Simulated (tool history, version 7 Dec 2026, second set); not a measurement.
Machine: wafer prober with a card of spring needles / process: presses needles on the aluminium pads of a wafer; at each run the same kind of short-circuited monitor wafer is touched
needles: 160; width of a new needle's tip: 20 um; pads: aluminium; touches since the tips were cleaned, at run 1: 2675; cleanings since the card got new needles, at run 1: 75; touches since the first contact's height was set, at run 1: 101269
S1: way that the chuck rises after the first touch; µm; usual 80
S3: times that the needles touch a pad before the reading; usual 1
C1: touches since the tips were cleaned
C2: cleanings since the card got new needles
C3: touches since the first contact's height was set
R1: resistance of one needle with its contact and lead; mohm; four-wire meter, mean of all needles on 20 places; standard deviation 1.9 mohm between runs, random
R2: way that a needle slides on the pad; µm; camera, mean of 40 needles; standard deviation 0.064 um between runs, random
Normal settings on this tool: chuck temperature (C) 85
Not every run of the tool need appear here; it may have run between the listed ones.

run 1 hour=0.0 | S1=80 chuck_temperature_(C)=85 S3=1 | C1=2675 C2=75 C3=101269 | R1=282 R2=21.18
-- hour=1.0 tips cleaned on abrasive film
-- hour=7.3 tips cleaned on abrasive film
run 2 hour=8.9 | S1=80 chuck_temperature_(C)=85 S3=1 | C1=836 C2=77 C3=105894 | R1=277 R2=21.15
-- hour=13.8 tips cleaned on abrasive film
run 3 hour=18.2 | S1=80 chuck_temperature_(C)=85 S3=1 | C1=2322 C2=78 C3=110784 | R1=278 R2=21.16
-- hour=20.3 tips cleaned on abrasive film
-- hour=26.9 tips cleaned on abrasive film
run 4 hour=31.1 | S1=91 chuck_temperature_(C)=85 S3=1 | C1=2262 C2=80 C3=117553 | R1=279 R2=24.01
-- hour=33.1 tips cleaned on abrasive film
run 5 hour=38.9 | S1=80 chuck_temperature_(C)=85 S3=1 | C1=3086 C2=81 C3=121644 | R1=279 R2=21.16
-- hour=39.9 tips cleaned on abrasive film
-- hour=46.3 tips cleaned on abrasive film
run 6 hour=49.4 | S1=80 chuck_temperature_(C)=85 S3=1 | C1=1660 C2=83 C3=127143 | R1=279 R2=21.14
-- hour=53.3 tips cleaned on abrasive film
run 7 hour=58.8 | S1=80 chuck_temperature_(C)=85 S3=1 | C1=2958 C2=84 C3=132083 | R1=279 R2=21.16
-- hour=60.1 tips cleaned on abrasive film
-- hour=66.4 tips cleaned on abrasive film
run 8 hour=70.1 | S1=80 chuck_temperature_(C)=85 S3=1 | C1=1977 C2=86 C3=138001 | R1=277 R2=21.14
-- hour=72.4 tips cleaned on abrasive film
-- hour=78.4 tips cleaned on abrasive film
run 9 hour=80.4 | S1=80 chuck_temperature_(C)=85 S3=1 | C1=1061 C2=88 C3=143340 | R1=275 R2=21.10
-- hour=84.6 tips cleaned on abrasive film
run 10 hour=86.3 | S1=80 chuck_temperature_(C)=85 S3=1 | C1=903 C2=89 C3=146448 | R1=278 R2=21.02
-- hour=91.2 tips cleaned on abrasive film
run 11 hour=96.8 | S1=80 chuck_temperature_(C)=85 S3=1 | C1=3019 C2=90 C3=151991 | R1=276 R2=21.07
-- hour=97.5 tips cleaned on abrasive film
-- hour=103.8 tips cleaned on abrasive film
run 12 hour=107.4 | S1=80 chuck_temperature_(C)=85 S3=1 | C1=1925 C2=92 C3=157518 | R1=281 R2=21.08
-- hour=110.3 tips cleaned on abrasive film
-- hour=116.5 tips cleaned on abrasive film
run 13 hour=116.7 | S1=80 chuck_temperature_(C)=85 S3=1 | C1=106 C2=94 C3=162358 | R1=275 R2=21.07
-- hour=122.5 tips cleaned on abrasive film
-- hour=129.0 tips cleaned on abrasive film
run 14 hour=129.6 | S1=91 chuck_temperature_(C)=84 S3=2 | C1=316 C2=96 C3=169132 | R1=278 R2=23.92
-- hour=135.4 tips cleaned on abrasive film
-- hour=141.4 tips cleaned on abrasive film
run 15 hour=141.9 | S1=83 chuck_temperature_(C)=58 S3=2 | C1=275 C2=98 C3=175538 | R1=269 R2=21.90
-- hour=148.0 tips cleaned on abrasive film
run 16 hour=150.1 | S1=62 chuck_temperature_(C)=85 S3=2 | C1=1101 C2=99 C3=179845 | R1=281 R2=16.25
-- hour=152.2 height of the first contact set anew
-- hour=154.6 tips cleaned on abrasive film
-- hour=161.1 tips cleaned on abrasive film
run 17 hour=161.4 | S1=80 chuck_temperature_(C)=38 S3=2 | C1=145 C2=101 C3=4752 | R1=266 R2=21.12
-- hour=167.1 tips cleaned on abrasive film
-- hour=173.7 tips cleaned on abrasive film
run 18 hour=174.0 | S1=81 chuck_temperature_(C)=59 S3=2 | C1=123 C2=103 C3=11351 | R1=271 R2=21.41
-- hour=180.3 tips cleaned on abrasive film
run 19 hour=185.6 | S1=82 chuck_temperature_(C)=82 S3=1 | C1=2821 C2=104 C3=17486 | R1=277 R2=21.63
-- hour=186.5 tips cleaned on abrasive film
-- hour=192.5 tips cleaned on abrasive film
run 20 hour=195.9 | S1=82 chuck_temperature_(C)=82 S3=1 | C1=1816 C2=106 C3=22872 | R1=273 R2=21.68
-- hour=198.8 tips cleaned on abrasive film
run 21 hour=203.0 | S1=80 chuck_temperature_(C)=81 S3=1 | C1=2233 C2=107 C3=26571 | R1=278 R2=21.15
-- hour=204.8 tips cleaned on abrasive film
run 22 hour=209.9 | S1=75 chuck_temperature_(C)=85 S3=1 | C1=2732 C2=108 C3=30218 | R1=282 R2=19.84
-- hour=211.0 tips cleaned on abrasive film
-- hour=217.4 tips cleaned on abrasive film
run 23 hour=218.2 | S1=65 chuck_temperature_(C)=30 S3=1 | C1=430 C2=110 C3=34501 | R1=262 R2=17.17
-- hour=224.1 tips cleaned on abrasive film
run 24 hour=225.0 | S1=89 chuck_temperature_(C)=94 S3=1 | C1=454 C2=111 C3=38054 | R1=281 R2=23.44
-- hour=230.7 tips cleaned on abrasive film
-- hour=236.8 tips cleaned on abrasive film
run 25 hour=237.0 | S1=80 chuck_temperature_(C)=85 S3=3 | C1=135 C2=113 C3=44377 | R1=277 R2=21.21
-- hour=243.0 tips cleaned on abrasive film
run 26 hour=248.8 | S1=80 chuck_temperature_(C)=85 S3=3 | C1=3057 C2=114 C3=50576 | R1=282 R2=21.21

Here are 4 independent what-if runs from the current tool condition. What would each one return?
-- hour=250.1 tips cleaned on abrasive film
-- hour=256.8 tips cleaned on abrasive film
run A hour=259.6 | S1=80 chuck_temperature_(C)=27 S3=2 | C1=1457 C2=116 C3=56214 | R1=? R2=?
-- hour=250.1 tips cleaned on abrasive film
-- hour=256.8 tips cleaned on abrasive film
run B hour=259.6 | S1=60 chuck_temperature_(C)=29 S3=1 | C1=1457 C2=116 C3=56214 | R1=? R2=?
-- hour=250.1 tips cleaned on abrasive film
-- hour=256.8 tips cleaned on abrasive film
run C hour=259.6 | S1=80 chuck_temperature_(C)=54 S3=1 | C1=1457 C2=116 C3=56214 | R1=? R2=?
-- hour=250.1 tips cleaned on abrasive film
-- hour=256.8 tips cleaned on abrasive film
run D hour=259.6 | S1=80 chuck_temperature_(C)=96 S3=3 | C1=1457 C2=116 C3=56214 | R1=? R2=?

run=A R1=260 R2=21.11
run=B R1=267 R2=15.87
run=C R1=271 R2=21.26
run=D R1=280 R2=21.13
Without the tool's unlogged condition, the same runs would have read:
run=A R1=259 R2=21.12
run=B R1=266 R2=15.89
run=C R1=271 R2=21.28
run=D R1=279 R2=21.15
